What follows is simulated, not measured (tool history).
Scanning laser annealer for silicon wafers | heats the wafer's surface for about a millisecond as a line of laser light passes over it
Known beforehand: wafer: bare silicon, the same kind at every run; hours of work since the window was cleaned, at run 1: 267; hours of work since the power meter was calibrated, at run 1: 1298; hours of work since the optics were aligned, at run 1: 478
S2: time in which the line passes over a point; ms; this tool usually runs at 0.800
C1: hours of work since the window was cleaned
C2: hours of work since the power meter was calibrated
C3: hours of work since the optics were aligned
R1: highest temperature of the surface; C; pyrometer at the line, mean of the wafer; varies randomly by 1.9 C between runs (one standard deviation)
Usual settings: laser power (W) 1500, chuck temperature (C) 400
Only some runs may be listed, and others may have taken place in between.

run 1 hour=0.0 | laser_power_(W)=1500 S2=0.800 chuck_temperature_(C)=400 | C1=267 C2=1298 C3=478 | R1=1232
run 2 hour=52.8 | laser_power_(W)=1500 S2=0.800 chuck_temperature_(C)=400 | C1=294 C2=1325 C3=506 | R1=1235
run 3 hour=86.9 | laser_power_(W)=1500 S2=0.800 chuck_temperature_(C)=400 | C1=312 C2=1343 C3=524 | R1=1234
run 4 hour=162.8 | laser_power_(W)=1500 S2=0.800 chuck_temperature_(C)=362 | C1=351 C2=1382 C3=563 | R1=1196
run 5 hour=234.3 | laser_power_(W)=1500 S2=0.800 chuck_temperature_(C)=400 | C1=388 C2=1419 C3=600 | R1=1231
run 6 hour=298.0 | laser_power_(W)=1335 S2=0.800 chuck_temperature_(C)=400 | C1=422 C2=1453 C3=633 | R1=1122
run 7 hour=358.3 | laser_power_(W)=1500 S2=0.800 chuck_temperature_(C)=400 | C1=453 C2=1484 C3=665 | R1=1234
-- hour=414.2 window over the wafer cleaned
run 8 hour=415.3 | laser_power_(W)=1500 S2=0.800 chuck_temperature_(C)=400 | C1=1 C2=1513 C3=693 | R1=1236
run 9 hour=493.5 | laser_power_(W)=1500 S2=0.800 chuck_temperature_(C)=400 | C1=41 C2=1553 C3=734 | R1=1236
run 10 hour=554.5 | laser_power_(W)=1500 S2=0.800 chuck_temperature_(C)=400 | C1=73 C2=1585 C3=766 | R1=1233
run 11 hour=599.4 | laser_power_(W)=1500 S2=0.800 chuck_temperature_(C)=400 | C1=96 C2=1608 C3=789 | R1=1237
run 12 hour=636.0 | laser_power_(W)=1522 S2=0.800 chuck_temperature_(C)=400 | C1=115 C2=1627 C3=808 | R1=1250
-- hour=671.6 optics aligned, line set to its width
run 13 hour=700.8 | laser_power_(W)=1522 S2=0.800 chuck_temperature_(C)=400 | C1=146 C2=1658 C3=15 | R1=1250
run 14 hour=759.3 | laser_power_(W)=1522 S2=0.937 chuck_temperature_(C)=400 | C1=177 C2=1689 C3=46 | R1=1331
run 15 hour=804.0 | laser_power_(W)=1522 S2=0.937 chuck_temperature_(C)=400 | C1=200 C2=1712 C3=69 | R1=1333
run 16 hour=862.7 | laser_power_(W)=1500 S2=0.898 chuck_temperature_(C)=400 | C1=231 C2=1743 C3=99 | R1=1294
run 17 hour=929.6 | laser_power_(W)=1500 S2=0.983 chuck_temperature_(C)=400 | C1=265 C2=1777 C3=134 | R1=1337
run 18 hour=981.1 | laser_power_(W)=1500 S2=0.983 chuck_temperature_(C)=400 | C1=292 C2=1804 C3=161 | R1=1338
run 19 hour=1047.2 | laser_power_(W)=1500 S2=0.983 chuck_temperature_(C)=400 | C1=327 C2=1839 C3=195 | R1=1339
run 20 hour=1092.8 | laser_power_(W)=1500 S2=0.983 chuck_temperature_(C)=400 | C1=350 C2=1862 C3=219 | R1=1340
run 21 hour=1157.4 | laser_power_(W)=1500 S2=0.983 chuck_temperature_(C)=400 | C1=384 C2=1896 C3=253 | R1=1336
run 22 hour=1228.7 | laser_power_(W)=1500 S2=0.983 chuck_temperature_(C)=400 | C1=421 C2=1933 C3=290 | R1=1341
run 23 hour=1266.9 | laser_power_(W)=1386 S2=0.858 chuck_temperature_(C)=419 | C1=441 C2=1953 C3=310 | R1=1204
run 24 hour=1327.7 | laser_power_(W)=1500 S2=0.849 chuck_temperature_(C)=411 | C1=472 C2=1984 C3=341 | R1=1273
-- hour=1349.0 window over the wafer cleaned
run 25 hour=1367.6 | laser_power_(W)=1500 S2=0.849 chuck_temperature_(C)=411 | C1=10 C2=2004 C3=361 | R1=1271
run 26 hour=1421.0 | laser_power_(W)=1500 S2=0.849 chuck_temperature_(C)=411 | C1=37 C2=2032 C3=389 | R1=1274
run 27 hour=1486.8 | laser_power_(W)=1585 S2=0.800 chuck_temperature_(C)=380 | C1=72 C2=2066 C3=423 | R1=1274
run 28 hour=1537.5 | laser_power_(W)=1585 S2=0.800 chuck_temperature_(C)=380 | C1=98 C2=2093 C3=449 | R1=1272
run 29 hour=1588.0 | laser_power_(W)=1500 S2=0.846 chuck_temperature_(C)=374 | C1=124 C2=2119 C3=476 | R1=1238
run 30 hour=1644.6 | laser_power_(W)=1590 S2=0.700 chuck_temperature_(C)=366 | C1=154 C2=2148 C3=505 | R1=1199
run 31 hour=1682.6 | laser_power_(W)=1511 S2=0.930 chuck_temperature_(C)=410 | C1=173 C2=2168 C3=525 | R1=1328
run 32 hour=1739.2 | laser_power_(W)=1451 S2=0.653 chuck_temperature_(C)=388 | C1=203 C2=2197 C3=554 | R1=1100
run 33 hour=1821.3 | laser_power_(W)=1415 S2=0.862 chuck_temperature_(C)=415 | C1=246 C2=2240 C3=597 | R1=1223
run 34 hour=1855.5 | laser_power_(W)=1415 S2=0.862 chuck_temperature_(C)=415 | C1=263 C2=2258 C3=615 | R1=1221
run 35 hour=1905.3 | laser_power_(W)=1467 S2=0.675 chuck_temperature_(C)=402 | C1=289 C2=2284 C3=641 | R1=1136
run 36 hour=1942.6 | laser_power_(W)=1311 S2=0.931 chuck_temperature_(C)=416 | C1=309 C2=2303 C3=660 | R1=1185
run 37 hour=2008.5 | laser_power_(W)=1401 S2=0.724 chuck_temperature_(C)=416 | C1=343 C2=2337 C3=694 | R1=1141
run 38 hour=2068.5 | laser_power_(W)=1604 S2=0.953 chuck_temperature_(C)=404 | C1=374 C2=2369 C3=725 | R1=1403
run 39 hour=2144.0 | laser_power_(W)=1456 S2=0.726 chuck_temperature_(C)=404 | C1=413 C2=2408 C3=765 | R1=1165
run 40 hour=2211.9 | laser_power_(W)=1430 S2=0.882 chuck_temperature_(C)=380 | C1=449 C2=2443 C3=800 | R1=1211
-- hour=2262.9 optics aligned, line set to its width
-- hour=2280.5 window over the wafer cleaned
run 41 hour=2280.5 | laser_power_(W)=1430 S2=0.882 chuck_temperature_(C)=380 | C1=0 C2=2475 C3=8 | R1=1208

Here are 3 independent what-if runs from the current tool condition. What would each one return?
run A hour=2359.8 | laser_power_(W)=1378 S2=0.800 chuck_temperature_(C)=425 | C1=41 C2=2517 C3=49 | R1=?
run B hour=2359.8 | laser_power_(W)=1500 S2=0.603 chuck_temperature_(C)=400 | C1=41 C2=2517 C3=49 | R1=?
run C hour=2359.8 | laser_power_(W)=1285 S2=0.882 chuck_temperature_(C)=380 | C1=41 C2=2517 C3=49 | R1=?

run=A R1=1176
run=B R1=1114
run=C R1=1107
Stripped of hidden state, with their random variation kept, the same runs would have yielded:
run=A R1=1176
run=B R1=1114
run=C R1=1107
